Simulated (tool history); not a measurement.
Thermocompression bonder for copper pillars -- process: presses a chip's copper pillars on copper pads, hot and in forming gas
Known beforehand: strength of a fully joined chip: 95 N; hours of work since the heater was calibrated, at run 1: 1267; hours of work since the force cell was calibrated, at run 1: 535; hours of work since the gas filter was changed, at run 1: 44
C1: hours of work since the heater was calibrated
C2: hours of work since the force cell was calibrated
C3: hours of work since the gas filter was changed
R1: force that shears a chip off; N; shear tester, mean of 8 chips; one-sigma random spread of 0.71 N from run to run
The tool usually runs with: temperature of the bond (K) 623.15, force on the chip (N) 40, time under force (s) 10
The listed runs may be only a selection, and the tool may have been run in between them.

run 1 hour=0 | temperature_of_the_bond_(K)=623.15 force_on_the_chip_(N)=40 time_under_force_(s)=10 | C1=1267 C2=535 C3=44 | R1=50.6
run 2 hour=46.6 | temperature_of_the_bond_(K)=623.15 force_on_the_chip_(N)=40 time_under_force_(s)=10 | C1=1294 C2=562 C3=71 | R1=49.9
run 3 hour=90.3 | temperature_of_the_bond_(K)=623.15 force_on_the_chip_(N)=40 time_under_force_(s)=10 | C1=1319 C2=587 C3=96 | R1=49.7
-- hour=140 heater calibrated with a thermocouple chip
run 4 hour=140 | temperature_of_the_bond_(K)=623.15 force_on_the_chip_(N)=40 time_under_force_(s)=10 | C1=0 C2=615 C3=123 | R1=50.8
run 5 hour=191.1 | temperature_of_the_bond_(K)=623.15 force_on_the_chip_(N)=40 time_under_force_(s)=10 | C1=29 C2=644 C3=153 | R1=49.3
run 6 hour=216.8 | temperature_of_the_bond_(K)=623.15 force_on_the_chip_(N)=40 time_under_force_(s)=10 | C1=44 C2=659 C3=168 | R1=49.9
-- hour=250 forming gas filter changed
run 7 hour=265.2 | temperature_of_the_bond_(K)=623.15 force_on_the_chip_(N)=40 time_under_force_(s)=10 | C1=72 C2=687 C3=9 | R1=51.4
run 8 hour=297.9 | temperature_of_the_bond_(K)=623.15 force_on_the_chip_(N)=40 time_under_force_(s)=10 | C1=91 C2=706 C3=28 | R1=50.2
run 9 hour=322.4 | temperature_of_the_bond_(K)=623.15 force_on_the_chip_(N)=40 time_under_force_(s)=10 | C1=105 C2=720 C3=42 | R1=50.4
run 10 hour=352.9 | temperature_of_the_bond_(K)=623.15 force_on_the_chip_(N)=40 time_under_force_(s)=10 | C1=123 C2=737 C3=59 | R1=50.5
run 11 hour=384.9 | temperature_of_the_bond_(K)=623.15 force_on_the_chip_(N)=25 time_under_force_(s)=10 | C1=141 C2=756 C3=78 | R1=29.8
run 12 hour=422.2 | temperature_of_the_bond_(K)=623.15 force_on_the_chip_(N)=25 time_under_force_(s)=10 | C1=163 C2=777 C3=99 | R1=29.5
run 13 hour=451.2 | temperature_of_the_bond_(K)=623.15 force_on_the_chip_(N)=40 time_under_force_(s)=10 | C1=179 C2=794 C3=116 | R1=49.9
run 14 hour=484.9 | temperature_of_the_bond_(K)=623.15 force_on_the_chip_(N)=40 time_under_force_(s)=10 | C1=199 C2=814 C3=136 | R1=49.7
run 15 hour=539.3 | temperature_of_the_bond_(K)=623.15 force_on_the_chip_(N)=40 time_under_force_(s)=10 | C1=230 C2=845 C3=167 | R1=50.3
-- hour=574.2 forming gas filter changed
run 16 hour=584 | temperature_of_the_bond_(K)=623.15 force_on_the_chip_(N)=40 time_under_force_(s)=10 | C1=256 C2=871 C3=6 | R1=50
run 17 hour=615 | temperature_of_the_bond_(K)=623.15 force_on_the_chip_(N)=40 time_under_force_(s)=21 | C1=274 C2=888 C3=24 | R1=63
run 18 hour=647.4 | temperature_of_the_bond_(K)=623.15 force_on_the_chip_(N)=34 time_under_force_(s)=10 | C1=292 C2=907 C3=42 | R1=42.9
run 19 hour=676.8 | temperature_of_the_bond_(K)=623.15 force_on_the_chip_(N)=34 time_under_force_(s)=10 | C1=309 C2=924 C3=59 | R1=42.8
run 20 hour=718.4 | temperature_of_the_bond_(K)=623.15 force_on_the_chip_(N)=36 time_under_force_(s)=10 | C1=333 C2=948 C3=83 | R1=44.7
run 21 hour=761.8 | temperature_of_the_bond_(K)=607.15 force_on_the_chip_(N)=58 time_under_force_(s)=10 | C1=358 C2=973 C3=108 | R1=59.9
run 22 hour=792.8 | temperature_of_the_bond_(K)=607.15 force_on_the_chip_(N)=58 time_under_force_(s)=10 | C1=376 C2=991 C3=126 | R1=61.8
run 23 hour=821.4 | temperature_of_the_bond_(K)=623.15 force_on_the_chip_(N)=40 time_under_force_(s)=5 | C1=393 C2=1007 C3=143 | R1=39.3
run 24 hour=875.3 | temperature_of_the_bond_(K)=597.15 force_on_the_chip_(N)=54 time_under_force_(s)=14 | C1=424 C2=1039 C3=174 | R1=56.4
-- hour=900.8 forming gas filter changed
run 25 hour=927 | temperature_of_the_bond_(K)=647.15 force_on_the_chip_(N)=53 time_under_force_(s)=19 | C1=453 C2=1068 C3=15 | R1=86
run 26 hour=975.1 | temperature_of_the_bond_(K)=647.15 force_on_the_chip_(N)=53 time_under_force_(s)=19 | C1=481 C2=1096 C3=43 | R1=85.7
run 27 hour=1020.9 | temperature_of_the_bond_(K)=632.15 force_on_the_chip_(N)=35 time_under_force_(s)=9 | C1=508 C2=1122 C3=69 | R1=47.1
run 28 hour=1049.7 | temperature_of_the_bond_(K)=596.15 force_on_the_chip_(N)=35 time_under_force_(s)=6 | C1=524 C2=1139 C3=86 | R1=25.7
run 29 hour=1078 | temperature_of_the_bond_(K)=596.15 force_on_the_chip_(N)=35 time_under_force_(s)=6 | C1=540 C2=1155 C3=102 | R1=25.7
run 30 hour=1127.8 | temperature_of_the_bond_(K)=596.15 force_on_the_chip_(N)=35 time_under_force_(s)=6 | C1=569 C2=1184 C3=131 | R1=24.4
run 31 hour=1166 | temperature_of_the_bond_(K)=596.15 force_on_the_chip_(N)=26 time_under_force_(s)=14 | C1=591 C2=1206 C3=153 | R1=23.8
run 32 hour=1195 | temperature_of_the_bond_(K)=607.15 force_on_the_chip_(N)=26 time_under_force_(s)=11 | C1=608 C2=1223 C3=170 | R1=25.5
-- hour=1225.9 forming gas filter changed
run 33 hour=1249.3 | temperature_of_the_bond_(K)=618.15 force_on_the_chip_(N)=29 time_under_force_(s)=6 | C1=639 C2=1254 C3=13 | R1=27.2
run 34 hour=1277.4 | temperature_of_the_bond_(K)=646.15 force_on_the_chip_(N)=31 time_under_force_(s)=12 | C1=655 C2=1270 C3=30 | R1=52.9
run 35 hour=1316.5 | temperature_of_the_bond_(K)=605.15 force_on_the_chip_(N)=55 time_under_force_(s)=13 | C1=678 C2=1293 C3=52 | R1=60.6
run 36 hour=1342.1 | temperature_of_the_bond_(K)=615.15 force_on_the_chip_(N)=55 time_under_force_(s)=13 | C1=693 C2=1308 C3=67 | R1=66.2
run 37 hour=1366.3 | temperature_of_the_bond_(K)=642.15 force_on_the_chip_(N)=46 time_under_force_(s)=12 | C1=707 C2=1321 C3=81 | R1=70.5

Each row is a separate what-if for the run after 37, all from the same tool condition, not one after another. Results?
run A hour=1405.1 | temperature_of_the_bond_(K)=644.15 force_on_the_chip_(N)=46 time_under_force_(s)=12 | C1=729 C2=1344 C3=103 | R1=?
run B hour=1405.1 | temperature_of_the_bond_(K)=639.15 force_on_the_chip_(N)=36 time_under_force_(s)=12 | C1=729 C2=1344 C3=103 | R1=?
run C hour=1405.1 | temperature_of_the_bond_(K)=611.15 force_on_the_chip_(N)=39 time_under_force_(s)=5 | C1=729 C2=1344 C3=103 | R1=?

run=A R1=71.8
run=B R1=56.4
run=C R1=32.1
Stripped of hidden state, with their random variation kept, the same runs would have yielded:
run=A R1=72
run=B R1=56.7
run=C R1=32.2

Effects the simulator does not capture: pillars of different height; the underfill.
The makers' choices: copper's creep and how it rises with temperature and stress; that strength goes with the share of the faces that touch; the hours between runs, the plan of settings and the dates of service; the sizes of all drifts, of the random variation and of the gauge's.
